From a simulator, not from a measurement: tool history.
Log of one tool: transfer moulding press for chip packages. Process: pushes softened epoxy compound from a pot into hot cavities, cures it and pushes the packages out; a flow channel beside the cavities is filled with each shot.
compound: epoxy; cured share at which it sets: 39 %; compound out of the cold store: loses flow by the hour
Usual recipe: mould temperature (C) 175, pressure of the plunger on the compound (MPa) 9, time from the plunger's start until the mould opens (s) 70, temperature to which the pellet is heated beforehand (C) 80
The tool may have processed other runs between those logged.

run	hour	mould temperature (C)	pressure of the plunger on the compound (MPa)	time from the plunger's start until the mould opens (s)	temperature to which the pellet is heated beforehand (C)	incoming compound's hours out of the cold store	length that the compound runs in the flow channel (mm)	greatest force on the pins that push the packages out (N)
1	0	175	9	70	80	24.8	570	411
# hour 35: cavities cleaned with cleaning compound and waxed
2	64.5	175	9	70	80	46.9	528	412
# hour 72: cavities cleaned with cleaning compound and waxed
3	100.5	175	9	70	80	16.8	590	412
# hour 105.8: cavities cleaned with cleaning compound and waxed
4	130.5	175	9	70	80	43.1	534	411
# hour 141: cavities cleaned with cleaning compound and waxed
# hour 175.7: cavities cleaned with cleaning compound and waxed
5	198.4	175	9	53	80	19.6	580	795
# hour 210: cavities cleaned with cleaning compound and waxed
6	236.7	175	9	53	80	45.2	534	699
# hour 244.2: cavities cleaned with cleaning compound and waxed
# hour 263.2: plunger's sealing rings changed
# hour 282.3: cavities cleaned with cleaning compound and waxed
7	301.8	175	9	70	80	9.9	604	421
# hour 317.9: cavities cleaned with cleaning compound and waxed
# hour 351.2: cavities cleaned with cleaning compound and waxed
8	358.9	175	9	70	80	34.5	551	399
# hour 385.2: cavities cleaned with cleaning compound and waxed
# hour 418.7: cavities cleaned with cleaning compound and waxed
9	418.7	175	9	70	80	23.2	571	413
# hour 432.2: mould's thermocouples calibrated
# hour 453.9: cavities cleaned with cleaning compound and waxed
10	454.6	175	9	70	80	40.2	546	392
# hour 490.3: cavities cleaned with cleaning compound and waxed
11	494.2	175	9	70	80	25.7	570	415
# hour 525.6: cavities cleaned with cleaning compound and waxed
# hour 559.5: cavities cleaned with cleaning compound and waxed
12	559.5	175	9	70	80	42.1	535	409
13	590.8	175	9	82	80	39.2	540	352
# hour 598.3: cavities cleaned with cleaning compound and waxed
# hour 634: cavities cleaned with cleaning compound and waxed
14	636.5	171	9.11	68	89	16.2	594	525
# hour 669.1: cavities cleaned with cleaning compound and waxed
15	691.7	171	9.11	68	89	33.6	560	516
# hour 705: cavities cleaned with cleaning compound and waxed
# hour 739.8: cavities cleaned with cleaning compound and waxed
16	747.1	171	9.11	68	89	37.2	554	510
# hour 775.8: cavities cleaned with cleaning compound and waxed
17	800.8	175	8.02	90	83	38.6	514	330
# hour 812.8: cavities cleaned with cleaning compound and waxed
# hour 825.8: plunger's sealing rings changed
# hour 849.3: cavities cleaned with cleaning compound and waxed
18	866.9	175	8.02	90	83	24.8	539	352
# hour 885.6: cavities cleaned with cleaning compound and waxed
19	909.6	180	7.23	90	83	38.2	480	336
# hour 922.2: cavities cleaned with cleaning compound and waxed
# hour 957.5: cavities cleaned with cleaning compound and waxed
20	963.3	180	7.23	90	83	36.1	485	343
# hour 992.3: cavities cleaned with cleaning compound and waxed
21	1002.8	180	9	103	81	21.1	571	332
# hour 1028.5: cavities cleaned with cleaning compound and waxed
22	1058.6	180	9	103	81	23.1	565	336
# hour 1063.6: cavities cleaned with cleaning compound and waxed
# hour 1100.4: cavities cleaned with cleaning compound and waxed
23	1102.8	183	7.8	60	80	17.2	531	390
# hour 1138: cavities cleaned with cleaning compound and waxed
24	1149.2	178	9	70	80	14.6	589	370
# hour 1175.8: cavities cleaned with cleaning compound and waxed
25	1191	178	9.21	85	80	12.6	595	328
# hour 1213.2: cavities cleaned with cleaning compound and waxed
26	1226.2	178	9.21	85	80	19	586	331

Predict each of these 3 candidate next runs independently; none follows another, all start after run 26:
# hour 1247.3: cavities cleaned with cleaning compound and waxed
# hour 1282: cavities cleaned with cleaning compound and waxed
A	1282	175	9	70	74	43	?	?
# hour 1247.3: cavities cleaned with cleaning compound and waxed
# hour 1282: cavities cleaned with cleaning compound and waxed
B	1282	183	9.16	102	80	22	?	?
# hour 1247.3: cavities cleaned with cleaning compound and waxed
# hour 1282: cavities cleaned with cleaning compound and waxed
C	1282	175	7.9	80	74	35.3	?	?

run	length that the compound runs in the flow channel (mm)	greatest force on the pins that push the packages out (N)
A	536	398
B	563	320
C	514	359
Without the tool's unlogged condition, the same runs would have read:
run	length that the compound runs in the flow channel (mm)	greatest force on the pins that push the packages out (N)
A	537	397
B	564	320
C	514	359

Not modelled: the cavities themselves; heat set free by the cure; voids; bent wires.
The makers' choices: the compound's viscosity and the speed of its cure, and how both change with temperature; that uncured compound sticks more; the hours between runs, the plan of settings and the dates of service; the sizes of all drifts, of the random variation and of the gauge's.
